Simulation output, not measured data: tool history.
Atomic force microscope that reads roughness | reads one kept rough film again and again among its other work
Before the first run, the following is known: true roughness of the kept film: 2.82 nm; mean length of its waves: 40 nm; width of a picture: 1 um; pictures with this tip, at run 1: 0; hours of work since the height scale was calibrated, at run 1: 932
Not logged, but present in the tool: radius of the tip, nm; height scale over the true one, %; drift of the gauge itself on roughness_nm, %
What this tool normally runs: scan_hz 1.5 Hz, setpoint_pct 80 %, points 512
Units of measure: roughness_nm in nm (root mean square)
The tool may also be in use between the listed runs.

run,hour,scan_hz,setpoint_pct,points,pictures with this tip,hours of work since the height scale was calibrated,roughness_nm
1,0,1.5,80,512,0,932,2.533
2,28.3,1.5,80,512,41,946,2.511
3,66.8,1.5,80,512,97,965,2.508
4,105.4,1.5,80,512,152,984,2.517
5,132.4,1.5,80,323,191,998,2.512
6,184.3,1.5,80,323,266,1024,2.524
7,245.9,1.5,80,323,355,1055,2.488
# hour 278.3: new tip fitted
8,286.6,1.5,80,480,12,1075,2.52
9,342.6,1.5,80,480,93,1103,2.517
10,394.3,1.5,80,883,167,1129,2.507
11,440.1,1.5,80,570,233,1151,2.503
12,478.6,1.5,80,442,289,1171,2.505
13,535.3,1.5,80,442,370,1199,2.5
# hour 557.2: new tip fitted
14,564.8,1.5,80,1004,11,1214,2.536
15,594.4,2.54,78,413,54,1228,2.441
16,628.3,2.54,78,413,103,1245,2.434
17,655.5,0.67,55,277,142,1259,2.635
18,681.3,1.5,87,659,179,1272,2.465
19,734.7,0.9,56,512,256,1298,2.653
20,796.6,0.54,79,579,345,1329,2.617
21,825.6,1.5,75,635,387,1344,2.552
# hour 834.6: new tip fitted
22,856.7,1.72,59,590,32,1359,2.62
23,891.2,0.51,83,971,82,1376,2.631
24,918,1.06,69,406,121,1390,2.628
25,953.8,1.06,69,406,172,1408,2.612
26,980.4,0.51,59,693,211,1421,2.677
27,1028.9,0.51,59,693,281,1445,2.663
28,1069.7,1.25,58,396,339,1466,2.617

Predict each of these 3 candidate next runs independently; none follows another, all start after run 28:
# hour 1111.4: new tip fitted
A,1132.8,3.5,58,305,31,1497,?
# hour 1111.4: new tip fitted
B,1132.8,0.89,66,563,31,1497,?
# hour 1111.4: new tip fitted
C,1132.8,1.5,89,512,31,1497,?

run,roughness_nm
A,2.566
B,2.607
C,2.448
Take away the tool's hidden state, keep each run's random variation, and the runs would have read:
run,roughness_nm
A,2.565
B,2.606
C,2.448
